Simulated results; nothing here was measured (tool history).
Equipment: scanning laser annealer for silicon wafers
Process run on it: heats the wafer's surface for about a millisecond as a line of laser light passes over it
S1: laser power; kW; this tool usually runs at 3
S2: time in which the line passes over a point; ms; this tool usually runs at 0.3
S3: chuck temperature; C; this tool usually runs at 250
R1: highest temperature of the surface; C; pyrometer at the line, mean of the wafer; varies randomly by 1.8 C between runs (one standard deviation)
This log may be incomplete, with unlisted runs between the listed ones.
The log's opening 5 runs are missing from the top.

run 6 hour=42 | S1=3 S2=0.3 S3=250 | R1=993
run 7 hour=52.7 | S1=3 S2=0.3 S3=250 | R1=993
run 8 hour=62.5 | S1=3 S2=0.351 S3=250 | R1=1048
run 9 hour=71.5 | S1=3 S2=0.3 S3=260 | R1=996
run 10 hour=76 | S1=3 S2=0.3 S3=260 | R1=1006
run 11 hour=83.1 | S1=3 S2=0.3 S3=221 | R1=959
run 12 hour=91.2 | S1=3 S2=0.3 S3=221 | R1=964
run 13 hour=98.6 | S1=3 S2=0.3 S3=227 | R1=968
run 14 hour=109.1 | S1=3.276 S2=0.3 S3=250 | R1=1055
run 15 hour=117.5 | S1=3.276 S2=0.3 S3=250 | R1=1055
run 16 hour=124.6 | S1=3.276 S2=0.3 S3=250 | R1=1056
run 17 hour=133.1 | S1=3.05 S2=0.346 S3=252 | R1=1050

Expected results for the next run?
run 18 hour=140.1 | S1=3 S2=0.362 S3=250 | R1=?

{"run 18": {"R1": 1050}}
Were there no unlogged condition in the tool, this run, its random variation unchanged, would have produced R1 1076 C.
